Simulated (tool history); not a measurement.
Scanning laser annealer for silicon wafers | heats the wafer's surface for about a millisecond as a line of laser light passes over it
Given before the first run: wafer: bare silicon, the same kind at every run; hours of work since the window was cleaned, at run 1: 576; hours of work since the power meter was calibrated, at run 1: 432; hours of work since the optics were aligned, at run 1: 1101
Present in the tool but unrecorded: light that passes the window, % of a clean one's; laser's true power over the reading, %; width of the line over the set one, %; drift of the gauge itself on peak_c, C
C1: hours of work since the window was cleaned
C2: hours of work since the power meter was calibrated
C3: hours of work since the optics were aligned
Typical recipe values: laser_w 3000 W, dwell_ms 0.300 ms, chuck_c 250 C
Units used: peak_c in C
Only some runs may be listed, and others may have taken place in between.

Run 1, day 0.000: usual settings; C1 576; C2 432; C3 1101. Result: peak_c 940 C.
Run 2, day 0.354: usual settings but chuck_c 214 C; C1 583; C2 439; C3 1107. Result: peak_c 908 C.
Run 3, day 0.771: usual settings but chuck_c 214 C; C1 591; C2 447; C3 1115. Result: peak_c 909 C.
Run 4, day 1.325: usual settings but chuck_c 214 C; C1 602; C2 458; C3 1126. Result: peak_c 906 C.
Run 5, day 1.604: usual settings but chuck_c 244 C; C1 607; C2 463; C3 1131. Result: peak_c 934 C.
Run 6, day 1.975: usual settings but laser_w 3146 W; C1 614; C2 470; C3 1138. Result: peak_c 985 C.
Run 7, day 2.488: usual settings but laser_w 3146 W; C1 624; C2 480; C3 1148. Result: peak_c 987 C.
Run 8, day 2.804: usual settings but laser_w 3146 W; C1 630; C2 486; C3 1154. Result: peak_c 985 C.
Run 9, day 3.079: usual settings but laser_w 2724 W; C1 635; C2 491; C3 1160. Result: peak_c 860 C.
Run 10, day 3.317: usual settings but laser_w 2724 W, dwell_ms 0.271 ms, chuck_c 257 C; C1 640; C2 496; C3 1164. Result: peak_c 831 C.
Run 11, day 3.867: usual settings but laser_w 3071 W, dwell_ms 0.275 ms, chuck_c 230 C; C1 650; C2 506; C3 1175. Result: peak_c 907 C.

The next listed run, before its measurement:
Run 12, day 4.338: usual settings but laser_w 3113 W, dwell_ms 0.366 ms, chuck_c 286 C; C1 660; C2 515; C3 1184. Result: peak_c ?.

{"run 12": {"peak_c": 1093}}
Had the tool carried no hidden state, the very same run would have given peak_c 1124 C.

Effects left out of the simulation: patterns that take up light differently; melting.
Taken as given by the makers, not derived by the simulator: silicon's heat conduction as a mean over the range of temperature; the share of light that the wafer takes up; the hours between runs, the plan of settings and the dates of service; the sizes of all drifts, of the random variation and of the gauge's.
